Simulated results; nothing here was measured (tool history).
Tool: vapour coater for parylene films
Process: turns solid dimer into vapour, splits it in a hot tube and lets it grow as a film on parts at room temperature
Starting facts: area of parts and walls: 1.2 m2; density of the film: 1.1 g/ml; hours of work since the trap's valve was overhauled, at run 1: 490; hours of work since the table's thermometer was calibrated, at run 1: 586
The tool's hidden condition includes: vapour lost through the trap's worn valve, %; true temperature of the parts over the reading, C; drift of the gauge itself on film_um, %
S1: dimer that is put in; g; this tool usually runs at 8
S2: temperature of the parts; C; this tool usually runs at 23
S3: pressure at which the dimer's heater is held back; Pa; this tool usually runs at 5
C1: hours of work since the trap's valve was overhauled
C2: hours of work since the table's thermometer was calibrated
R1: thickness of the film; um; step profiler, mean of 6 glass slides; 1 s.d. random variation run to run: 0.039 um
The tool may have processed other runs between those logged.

run,hour,S1,S2,S3,C1,C2,R1
1,0,8,23,5,490,586,3.67
2,36.5,8,23,5,510,607,3.66
3,91.1,5,23,5,541,638,2.23
4,151.4,5,23,5,575,672,2.22
# hour 160.7: trap's valve overhauled
5,212.6,5,23,5,29,704,2.56
6,258.7,5,23,5,55,730,2.53
7,305.5,8,23,5,81,756,3.99
8,344.3,8,23,5,103,778,3.98
9,376.8,8,23,5,122,796,4.03
10,430.1,13,23,5,152,826,6.31
11,490.4,13,23,5,186,860,6.39
12,555.1,13,23,5,222,897,6.39
13,597.1,8,23,2.17,246,920,4.4
14,627,8,23,5,262,937,3.87
15,664.6,8,23,5,284,958,3.78
16,718.3,8,23,5,314,988,3.72
17,777.9,8,23,5,347,1022,3.72
18,839,8,23,5,382,1056,3.72
19,867.1,8,23,5,397,1072,3.66
20,907.7,8,23,5,420,1095,3.68
# hour 968.1: table's thermometer calibrated
21,968.1,8,23,5,454,0,3.76
22,1007.2,8,23,5,476,22,3.65
23,1063.8,8,23,5,508,54,3.68
24,1122.6,12,17,4.02,541,87,6.23
25,1177.3,12,17,4.02,571,118,6.22

Estimate the outcome of run 26 from the log above:
# hour 1190.4: trap's valve overhauled
26,1228.7,3,24,4.02,22,144,?

R1: 1.58 um
With no hidden state in the tool, this same run would have given R1 1.61 um.
